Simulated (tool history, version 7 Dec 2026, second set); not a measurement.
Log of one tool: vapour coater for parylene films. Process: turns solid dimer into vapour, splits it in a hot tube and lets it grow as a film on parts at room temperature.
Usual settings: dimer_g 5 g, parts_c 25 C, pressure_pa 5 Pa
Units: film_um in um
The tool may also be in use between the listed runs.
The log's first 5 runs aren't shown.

run 6 hour=76.9 | dimer_g=5 parts_c=25 pressure_pa=5 | film_um=1.66
run 7 hour=92.6 | dimer_g=5 parts_c=25 pressure_pa=3.9 | film_um=1.71
run 8 hour=106.2 | dimer_g=5 parts_c=25 pressure_pa=6.82 | film_um=1.52
run 9 hour=126.7 | dimer_g=5 parts_c=25 pressure_pa=3.34 | film_um=1.77
run 10 hour=144.5 | dimer_g=5 parts_c=25 pressure_pa=3.34 | film_um=1.76
run 11 hour=153.6 | dimer_g=5 parts_c=25 pressure_pa=5 | film_um=1.6
run 12 hour=164.8 | dimer_g=5 parts_c=25 pressure_pa=5 | film_um=1.61
run 13 hour=182 | dimer_g=5 parts_c=33 pressure_pa=5 | film_um=1.41
run 14 hour=202.7 | dimer_g=8 parts_c=25 pressure_pa=5 | film_um=2.56
run 15 hour=220.1 | dimer_g=8 parts_c=25 pressure_pa=5 | film_um=2.54
run 16 hour=239.2 | dimer_g=5 parts_c=25 pressure_pa=5 | film_um=1.52
run 17 hour=257.1 | dimer_g=5 parts_c=25 pressure_pa=5 | film_um=1.54
run 18 hour=278.8 | dimer_g=5 parts_c=20 pressure_pa=5 | film_um=1.67
run 19 hour=288.1 | dimer_g=5 parts_c=20 pressure_pa=5 | film_um=1.65
run 20 hour=302.1 | dimer_g=5 parts_c=20 pressure_pa=5 | film_um=1.64
run 21 hour=312.7 | dimer_g=5 parts_c=25 pressure_pa=5 | film_um=1.52
run 22 hour=332.6 | dimer_g=5 parts_c=25 pressure_pa=5 | film_um=1.49
run 23 hour=349 | dimer_g=5 parts_c=25 pressure_pa=5 | film_um=1.49
-- hour=359.9 trap's valve overhauled
run 24 hour=362.9 | dimer_g=5 parts_c=25 pressure_pa=5 | film_um=1.66

Forecast run 25:
run 25 hour=382.5 | dimer_g=8 parts_c=24 pressure_pa=11.62 | film_um=?

film_um: 2.34 um
Without the tool's hidden state the same run would have given film_um 2.37 um.

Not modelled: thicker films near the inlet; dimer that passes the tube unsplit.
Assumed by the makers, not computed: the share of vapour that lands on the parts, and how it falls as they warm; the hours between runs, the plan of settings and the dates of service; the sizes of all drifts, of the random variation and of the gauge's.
